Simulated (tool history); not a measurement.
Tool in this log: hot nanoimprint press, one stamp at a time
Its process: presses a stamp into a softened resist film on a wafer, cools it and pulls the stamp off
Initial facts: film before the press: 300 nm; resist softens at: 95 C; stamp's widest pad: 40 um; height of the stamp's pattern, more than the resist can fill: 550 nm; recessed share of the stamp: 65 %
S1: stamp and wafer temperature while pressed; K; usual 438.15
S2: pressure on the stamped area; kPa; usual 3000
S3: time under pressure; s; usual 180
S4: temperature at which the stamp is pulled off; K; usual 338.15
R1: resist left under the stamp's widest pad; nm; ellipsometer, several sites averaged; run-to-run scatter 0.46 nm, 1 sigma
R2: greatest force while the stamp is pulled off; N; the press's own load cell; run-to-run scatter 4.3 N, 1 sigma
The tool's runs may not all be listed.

run 1 day=0.000 | S1=438.15 S2=3000 S3=180 S4=338.15 | R1=123.5 R2=214
run 2 day=1.442 | S1=438.15 S2=3000 S3=297 S4=338.15 | R1=99.0 R2=198
-- day=3.446 press's hydraulic seals changed and the load cell set to zero
run 3 day=3.446 | S1=432.15 S2=3000 S3=297 S4=338.15 | R1=128.9 R2=219
-- day=5.250 plate thermocouple calibrated
run 4 day=5.712 | S1=432.15 S2=3000 S3=297 S4=338.15 | R1=125.5 R2=231
run 5 day=7.958 | S1=438.15 S2=3000 S3=180 S4=344.15 | R1=118.4 R2=206
run 6 day=8.942 | S1=438.15 S2=3000 S3=180 S4=344.15 | R1=119.1 R2=215
run 7 day=10.262 | S1=438.15 S2=3000 S3=180 S4=344.15 | R1=118.6 R2=224
run 8 day=11.200 | S1=438.15 S2=3000 S3=172 S4=344.15 | R1=121.0 R2=227
-- day=12.792 stamp cleaned and given a new release coat
run 9 day=12.900 | S1=438.15 S2=3000 S3=172 S4=344.15 | R1=119.7 R2=177
-- day=14.871 plate thermocouple calibrated, once more
run 10 day=15.067 | S1=438.15 S2=3000 S3=172 S4=344.15 | R1=130.8 R2=185
run 11 day=17.171 | S1=438.15 S2=3000 S3=172 S4=344.15 | R1=130.2 R2=205
run 12 day=19.304 | S1=438.15 S2=3000 S3=172 S4=344.15 | R1=129.1 R2=209
run 13 day=21.317 | S1=438.15 S2=3000 S3=172 S4=344.15 | R1=129.7 R2=219
run 14 day=23.362 | S1=438.15 S2=2360 S3=180 S4=338.15 | R1=140.1 R2=261

Run 15 comes next. What will it give?
-- day=25.567 stamp cleaned and given a new release coat
run 15 day=25.662 | S1=431.15 S2=3000 S3=174 S4=338.15 | R1=? R2=?

Logged for run 15: R1 170.2 nm, R2 206 N.
On a tool with no hidden condition, and with the same random variation, this run would have come out at R1 170.8 nm, R2 207 N.

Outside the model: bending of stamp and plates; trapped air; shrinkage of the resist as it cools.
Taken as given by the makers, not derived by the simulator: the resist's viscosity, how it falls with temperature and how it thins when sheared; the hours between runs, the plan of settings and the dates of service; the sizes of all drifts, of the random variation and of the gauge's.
